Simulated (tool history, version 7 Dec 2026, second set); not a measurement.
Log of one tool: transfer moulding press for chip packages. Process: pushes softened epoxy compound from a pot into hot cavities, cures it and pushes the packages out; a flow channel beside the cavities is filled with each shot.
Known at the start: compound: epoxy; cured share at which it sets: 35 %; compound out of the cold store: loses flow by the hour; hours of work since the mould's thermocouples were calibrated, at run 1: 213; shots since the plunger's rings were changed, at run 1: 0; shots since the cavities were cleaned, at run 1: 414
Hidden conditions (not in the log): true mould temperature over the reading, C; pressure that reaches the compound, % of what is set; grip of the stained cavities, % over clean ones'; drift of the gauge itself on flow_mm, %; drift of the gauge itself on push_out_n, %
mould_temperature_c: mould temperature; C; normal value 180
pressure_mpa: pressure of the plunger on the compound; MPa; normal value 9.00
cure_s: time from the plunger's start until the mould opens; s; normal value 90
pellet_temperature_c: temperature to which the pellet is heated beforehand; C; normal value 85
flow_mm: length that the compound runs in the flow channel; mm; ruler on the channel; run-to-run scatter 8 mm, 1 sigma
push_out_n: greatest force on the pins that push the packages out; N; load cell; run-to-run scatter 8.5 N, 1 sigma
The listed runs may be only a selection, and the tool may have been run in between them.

| run | hour | mould_temperature_c | pressure_mpa | cure_s | pellet_temperature_c | hours of work since the mould's thermocouples were calibrated | shots since the plunger's rings were changed | shots since the cavities were cleaned | incoming compound's hours out of the cold store | flow_mm | push_out_n |
|---|---|---|---|---|---|---|---|---|---|---|---|
| 1 | 0.0 | 180 | 9.00 | 90 | 85 | 213 | 0 | 414 | 45.7 | 891 | 374 |
| 2 | 8.6 | 180 | 9.78 | 90 | 85 | 216 | 68 | 482 | 42.7 | 928 | 379 |
|  | 19.3 | cavities cleaned with cleaning compound and waxed |
| 3 | 25.4 | 180 | 9.78 | 90 | 85 | 222 | 188 | 47 | 42.8 | 941 | 365 |
| 4 | 42.3 | 180 | 9.00 | 90 | 85 | 229 | 321 | 180 | 8.7 | 994 | 379 |
| 5 | 56.7 | 180 | 9.00 | 90 | 85 | 235 | 435 | 294 | 47.4 | 881 | 369 |
| 6 | 67.6 | 180 | 9.00 | 77 | 85 | 239 | 521 | 380 | 12.6 | 986 | 458 |
| 7 | 75.5 | 180 | 9.00 | 77 | 85 | 242 | 583 | 442 | 9.2 | 1001 | 469 |
|  | 92.3 | cavities cleaned with cleaning compound and waxed |
| 8 | 92.3 | 180 | 9.00 | 77 | 85 | 248 | 704 | 0 | 32.6 | 935 | 457 |
| 9 | 99.7 | 180 | 9.00 | 77 | 85 | 251 | 763 | 59 | 17.4 | 979 | 465 |
| 10 | 110.7 | 180 | 9.00 | 77 | 85 | 256 | 849 | 145 | 9.6 | 999 | 491 |
| 11 | 126.4 | 180 | 9.00 | 90 | 85 | 262 | 973 | 269 | 18.5 | 971 | 384 |
| 12 | 134.1 | 180 | 7.64 | 90 | 85 | 265 | 1034 | 330 | 20.3 | 878 | 370 |
| 13 | 141.4 | 180 | 9.00 | 90 | 85 | 268 | 1091 | 387 | 37.8 | 914 | 384 |
| 14 | 154.3 | 180 | 9.00 | 90 | 85 | 273 | 1193 | 489 | 31.4 | 939 | 388 |
|  | 164.2 | cavities cleaned with cleaning compound and waxed |
| 15 | 167.5 | 180 | 9.00 | 90 | 85 | 278 | 1285 | 26 | 8.5 | 988 | 388 |
| 16 | 181.0 | 180 | 10.51 | 77 | 85 | 283 | 1391 | 132 | 26.4 | 1006 | 464 |
| 17 | 194.7 | 180 | 10.51 | 77 | 85 | 289 | 1500 | 241 | 21.2 | 1033 | 473 |
| 18 | 209.1 | 180 | 10.51 | 77 | 85 | 294 | 1613 | 354 | 11.9 | 1073 | 487 |
| 19 | 218.8 | 187 | 6.93 | 94 | 95 | 298 | 1690 | 431 | 29.7 | 797 | 357 |
|  | 236.4 | cavities cleaned with cleaning compound and waxed |
| 20 | 236.4 | 180 | 8.19 | 90 | 81 | 305 | 1816 | 0 | 36.8 | 873 | 376 |
| 21 | 246.0 | 180 | 9.00 | 118 | 85 | 309 | 1892 | 76 | 43.4 | 893 | 329 |
|  | 257.5 | mould's thermocouples calibrated |
| 22 | 259.9 | 185 | 8.52 | 90 | 85 | 1 | 1986 | 170 | 15.4 | 952 | 351 |
| 23 | 272.3 | 185 | 11.00 | 90 | 87 | 6 | 2084 | 268 | 26.7 | 1045 | 359 |
| 24 | 283.7 | 186 | 7.57 | 90 | 87 | 11 | 2174 | 358 | 31.9 | 842 | 338 |
| 25 | 295.2 | 180 | 9.00 | 90 | 91 | 15 | 2264 | 448 | 15.3 | 977 | 386 |
| 26 | 306.0 | 187 | 6.99 | 90 | 90 | 19 | 2349 | 533 | 21.3 | 837 | 338 |
|  | 310.3 | cavities cleaned with cleaning compound and waxed |
| 27 | 318.9 | 179 | 6.99 | 75 | 76 | 24 | 2440 | 68 | 41.3 | 807 | 498 |
| 28 | 332.7 | 179 | 6.99 | 75 | 76 | 30 | 2548 | 176 | 22.4 | 853 | 519 |

Forecast each of these 5 alternatives for the next run:
| A | 342.5 | 187 | 9.00 | 90 | 88 | 33 | 2626 | 254 | 11.4 | ? | ? |
| B | 342.5 | 180 | 9.00 | 75 | 86 | 33 | 2626 | 254 | 16.3 | ? | ? |
| C | 342.5 | 178 | 7.91 | 90 | 84 | 33 | 2626 | 254 | 42.7 | ? | ? |
| D | 342.5 | 179 | 6.99 | 80 | 77 | 33 | 2626 | 254 | 32.7 | ? | ? |
| E | 342.5 | 186 | 6.99 | 105 | 81 | 33 | 2626 | 254 | 30.4 | ? | ? |

| run | flow_mm | push_out_n |
|---|---|---|
| A | 982 | 342 |
| B | 974 | 492 |
| C | 844 | 385 |
| D | 824 | 450 |
| E | 807 | 339 |
The same runs, with their run-to-run variation unchanged, on a tool lacking any hidden condition would have given:
| run | flow_mm | push_out_n |
|---|---|---|
| A | 983 | 340 |
| B | 975 | 489 |
| C | 845 | 383 |
| D | 824 | 447 |
| E | 808 | 337 |
